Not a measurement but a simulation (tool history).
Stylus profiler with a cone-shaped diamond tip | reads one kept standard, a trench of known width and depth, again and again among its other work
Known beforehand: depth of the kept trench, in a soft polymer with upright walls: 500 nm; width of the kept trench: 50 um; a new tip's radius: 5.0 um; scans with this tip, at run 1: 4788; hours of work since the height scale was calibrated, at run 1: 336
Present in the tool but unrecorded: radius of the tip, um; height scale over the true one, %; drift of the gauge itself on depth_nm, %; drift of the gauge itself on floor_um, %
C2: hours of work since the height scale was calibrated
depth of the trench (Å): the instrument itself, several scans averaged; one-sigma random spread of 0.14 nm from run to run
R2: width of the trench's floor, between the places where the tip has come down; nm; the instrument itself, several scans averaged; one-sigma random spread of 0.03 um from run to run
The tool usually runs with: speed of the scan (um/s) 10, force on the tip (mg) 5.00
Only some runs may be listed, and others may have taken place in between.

Run 1, hour 0.0: usual settings; scans with this tip 4788; C2 336. Result: depth of the trench (Å) 5133.7, R2 45570 nm.
Run 2, hour 20.3: usual settings; scans with this tip 4973; C2 349. Result: depth of the trench (Å) 5132.9, R2 45620 nm.
Run 3, hour 42.4: usual settings; scans with this tip 5176; C2 364. Result: depth of the trench (Å) 5132.5, R2 45590 nm.
Run 4, hour 70.4: usual settings; scans with this tip 5431; C2 382. Result: depth of the trench (Å) 5130.4, R2 45580 nm.
Run 5, hour 99.7: usual settings; scans with this tip 5700; C2 400. Result: depth of the trench (Å) 5132.2, R2 45590 nm.
Run 6, hour 116.3: usual settings but force on the tip (mg) 11.24; scans with this tip 5850; C2 411. Result: depth of the trench (Å) 5224.5, R2 45690 nm.
Run 7, hour 143.5: usual settings but force on the tip (mg) 11.24; scans with this tip 6099; C2 428. Result: depth of the trench (Å) 5225.6, R2 45680 nm.
Run 8, hour 158.7: usual settings but force on the tip (mg) 4.34; scans with this tip 6239; C2 438. Result: depth of the trench (Å) 5117.6, R2 45560 nm.
Run 9, hour 183.6: usual settings but force on the tip (mg) 13.03; scans with this tip 6465; C2 454. Result: depth of the trench (Å) 5250.2, R2 45640 nm.
Run 10, hour 202.0: usual settings but force on the tip (mg) 6.41; scans with this tip 6634; C2 466. Result: depth of the trench (Å) 5153.1, R2 45570 nm.
Run 11, hour 218.1: usual settings but force on the tip (mg) 6.41; scans with this tip 6781; C2 476. Result: depth of the trench (Å) 5157.3, R2 45580 nm.
Run 12, hour 243.8: usual settings but speed of the scan (um/s) 32; scans with this tip 7015; C2 493. Result: depth of the trench (Å) 5132.8, R2 45540 nm.
Run 13, hour 272.8: usual settings but speed of the scan (um/s) 32; scans with this tip 7280; C2 511. Result: depth of the trench (Å) 5128.6, R2 45610 nm.
Run 14, hour 296.2: usual settings but force on the tip (mg) 4.21; scans with this tip 7494; C2 526. Result: depth of the trench (Å) 5114.7, R2 45600 nm.
Run 15, hour 314.4: usual settings but force on the tip (mg) 4.21; scans with this tip 7661; C2 538. Result: depth of the trench (Å) 5115.6, R2 45610 nm.
Run 16, hour 330.8: usual settings but force on the tip (mg) 4.21; scans with this tip 7810; C2 549. Result: depth of the trench (Å) 5117.0, R2 45600 nm.

Predict the results of run 17:
Run 17, hour 352.0: usual settings but force on the tip (mg) 4.21; scans with this tip 8004; C2 562. Result: depth of the trench (Å) ?, R2 ?.

Run 17 produced depth of the trench (Å) 5115.7, R2 45610 nm.
If the tool had no hidden condition, the same run with the same run-to-run variation would have returned depth of the trench (Å) 5115.7, R2 45610 nm.
